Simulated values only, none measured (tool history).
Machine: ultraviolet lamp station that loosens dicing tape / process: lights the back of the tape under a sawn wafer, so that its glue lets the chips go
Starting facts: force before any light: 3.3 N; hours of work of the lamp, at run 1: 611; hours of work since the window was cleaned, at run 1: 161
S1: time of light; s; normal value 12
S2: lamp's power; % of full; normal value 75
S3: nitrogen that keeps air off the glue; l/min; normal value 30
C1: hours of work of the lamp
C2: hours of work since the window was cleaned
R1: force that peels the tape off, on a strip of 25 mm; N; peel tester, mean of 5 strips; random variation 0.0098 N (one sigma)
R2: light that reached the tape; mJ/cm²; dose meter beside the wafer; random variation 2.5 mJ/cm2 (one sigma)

| run | hour | S1 | S2 | S3 | C1 | C2 | R1 | R2 |
|---|---|---|---|---|---|---|---|---|
| 1 | 0.0 | 12 | 75 | 30 | 611 | 161 | 0.424 | 297 |
| 2 | 27.4 | 12 | 75 | 30 | 631 | 180 | 0.448 | 301 |
| 3 | 61.3 | 12 | 87 | 30 | 654 | 204 | 0.347 | 343 |
| 4 | 77.9 | 12 | 87 | 14 | 666 | 215 | 0.477 | 346 |
| 5 | 105.7 | 12 | 87 | 14 | 685 | 235 | 0.461 | 345 |
| 6 | 136.4 | 12 | 87 | 14 | 707 | 256 | 0.477 | 347 |
| 7 | 173.3 | 12 | 87 | 14 | 732 | 282 | 0.476 | 345 |
| 8 | 188.8 | 12 | 87 | 31 | 743 | 293 | 0.330 | 348 |
| 9 | 204.4 | 9 | 87 | 37 | 754 | 303 | 0.459 | 258 |
| 10 | 219.2 | 13 | 87 | 56 | 764 | 314 | 0.293 | 371 |
| 11 | 249.4 | 14 | 87 | 47 | 785 | 335 | 0.270 | 402 |

4 ways to go on from here, each from the tool as it stands after run 11. What would each give?
| A | 277.4 | 14 | 68 | 51 | 805 | 354 | ? | ? |
| B | 277.4 | 7 | 81 | 20 | 805 | 354 | ? | ? |
| C | 277.4 | 17 | 82 | 30 | 805 | 354 | ? | ? |
| D | 277.4 | 8 | 92 | 28 | 805 | 354 | ? | ? |

| run | R1 | R2 |
|---|---|---|
| A | 0.328 | 316 |
| B | 0.886 | 190 |
| C | 0.259 | 461 |
| D | 0.575 | 246 |
With no hidden state in the tool, these same runs would have given:
| run | R1 | R2 |
|---|---|---|
| A | 0.327 | 317 |
| B | 0.882 | 191 |
| C | 0.259 | 463 |
| D | 0.573 | 246 |
